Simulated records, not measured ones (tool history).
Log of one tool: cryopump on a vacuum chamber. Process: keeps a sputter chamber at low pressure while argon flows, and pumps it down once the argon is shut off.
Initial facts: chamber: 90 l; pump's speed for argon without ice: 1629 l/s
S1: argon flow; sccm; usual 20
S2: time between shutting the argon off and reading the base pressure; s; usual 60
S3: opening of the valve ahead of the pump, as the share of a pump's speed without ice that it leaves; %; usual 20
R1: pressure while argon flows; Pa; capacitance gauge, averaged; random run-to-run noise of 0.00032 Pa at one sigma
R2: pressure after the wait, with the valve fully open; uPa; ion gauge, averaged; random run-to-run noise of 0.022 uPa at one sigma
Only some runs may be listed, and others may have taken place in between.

run	day	S1	S2	S3	R1	R2
1	0.000	20	60	20	0.1048	1.37
2	0.471	20	63	20	0.1049	1.33
3	1.038	20	63	20	0.1045	1.36
4	1.492	20	34	20	0.1046	1.67
5	1.804	20	34	20	0.1046	1.70
6	2.058	20	34	20	0.1042	1.74
7	2.517	20	34	20	0.1045	1.68
8	3.088	20	34	20	0.1051	1.66
9	3.421	20	34	20	0.1045	1.71
10	3.892	20	34	20	0.1046	1.76
11	4.508	20	66	15	0.1387	1.37
12	5.079	30	60	39	0.0814	1.45
13	5.675	33	60	17	0.2034	1.49
14	5.971	20	49	17	0.1239	1.60
15	6.312	13	238	59	0.0237	1.17
16	6.796	20	39	21	0.0997	1.77
17	7.075	9	44	40	0.0241	1.59
18	7.379	9	38	21	0.0454	1.71
19	7.750	20	60	59	0.0365	1.46
20	8.379	20	60	59	0.0366	1.54

Below are 3 alternative next runs, each starting from the tool's condition after run 20. Predict each:
A	8.717	30	170	59	?	?
B	8.717	18	60	25	?	?
C	8.717	26	42	59	?	?

run	R1	R2
A	0.0552	1.33
B	0.0765	1.57
C	0.0480	1.70
Stripped of hidden state, with their random variation kept, the same runs would have yielded:
run	R1	R2
A	0.0530	0.32
B	0.0752	0.57
C	0.0461	0.71
